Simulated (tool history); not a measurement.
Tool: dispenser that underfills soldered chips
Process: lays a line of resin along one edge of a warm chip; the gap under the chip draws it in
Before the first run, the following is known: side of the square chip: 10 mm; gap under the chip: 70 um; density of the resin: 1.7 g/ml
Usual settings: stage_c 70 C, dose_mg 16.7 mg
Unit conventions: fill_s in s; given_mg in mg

| run | hour | stage_c | dose_mg | fill_s | given_mg |
|---|---|---|---|---|---|
| 1 | 0 | 70 | 16.7 | 103.6 | 16.17 |
|  | 2.6 | new syringe of resin |
| 2 | 5.9 | 70 | 16.7 | 65.4 | 16.11 |
| 3 | 14.4 | 70 | 16.7 | 93.7 | 16.03 |
|  | 18.8 | dispensing valve cleaned and set on the balance |
|  | 20.5 | new syringe of resin |
| 4 | 22.5 | 70 | 16.7 | 61.9 | 16.77 |
| 5 | 28.5 | 73 | 16.7 | 69.7 | 16.72 |
| 6 | 33.1 | 70 | 16.7 | 94.7 | 16.42 |
|  | 37.4 | new syringe of resin |
| 7 | 39.9 | 80 | 16.7 | 41.6 | 16.62 |
| 8 | 48.2 | 70 | 16.7 | 86.1 | 16.62 |
| 9 | 52.1 | 70 | 16.7 | 104.5 | 16.69 |
|  | 54 | new syringe of resin |
| 10 | 57.4 | 70 | 16.7 | 64.4 | 16.58 |
| 11 | 64 | 70 | 16.7 | 85.5 | 16.58 |
|  | 70.6 | new syringe of resin |
| 12 | 72.8 | 77 | 16.7 | 45.9 | 16.33 |
| 13 | 79.7 | 69 | 19.5 | 87.4 | 19.19 |
| 14 | 85.5 | 69 | 19.5 | 109.6 | 19.35 |
|  | 87.5 | new syringe of resin |
| 15 | 94.1 | 84 | 16.6 | 43.3 | 16.16 |
| 16 | 102.3 | 76 | 16.1 | 83.1 | 15.82 |
|  | 104.3 | new syringe of resin |
| 17 | 110.7 | 80 | 21.5 | 46.6 | 20.95 |
| 18 | 117 | 63 | 17.8 | 127.7 | 17.41 |
|  | 121.1 | new syringe of resin |
| 19 | 122.9 | 60 | 19.1 | 93.1 | 18.61 |
| 20 | 129.8 | 60 | 19.1 | 123.3 | 18.46 |
| 21 | 134.8 | 62 | 14.4 | 148.9 | 13.8 |
|  | 137.9 | new syringe of resin |
| 22 | 141.2 | 62 | 14.4 | 94.3 | 13.89 |
| 23 | 144.9 | 59 | 15.3 | 124.9 | 14.89 |
|  | 150.4 | dispensing valve cleaned and set on the balance |
| 24 | 154.1 | 69 | 16.5 | 112.7 | 16.39 |

Below, some changes in fill_s between adjacent runs. For each, the amount present without the hidden state too (settings, incoming material, random variation) and the amount remaining for the hidden state with gauge scatter not shared by both compared results:
Hidden conditions of the tool in this case: resin's viscosity, % of fresh resin's; dose that the valve gives, % of what is set; true chip temperature over the reading, C; drift of the gauge itself on fill_s, %; drift of the gauge itself on given_mg, %.
Run 14 -> 15: stage_c 69 -> 84, dose_mg 19.5 -> 16.6, new syringe of resin. fill_s -66.3 s: hidden state -41.5, all else -24.8.
Run 17 -> 18: stage_c 80 -> 63, dose_mg 21.5 -> 17.8. fill_s +81.1 s: hidden state +41.8, all else +39.3.
Run 18 -> 19: stage_c 63 -> 60, dose_mg 17.8 -> 19.1, new syringe of resin. fill_s -34.6 s: hidden state -45.8, all else +11.2.
Run 21 -> 22: new syringe of resin. fill_s -54.6 s: hidden state -53.2, all else -1.4.

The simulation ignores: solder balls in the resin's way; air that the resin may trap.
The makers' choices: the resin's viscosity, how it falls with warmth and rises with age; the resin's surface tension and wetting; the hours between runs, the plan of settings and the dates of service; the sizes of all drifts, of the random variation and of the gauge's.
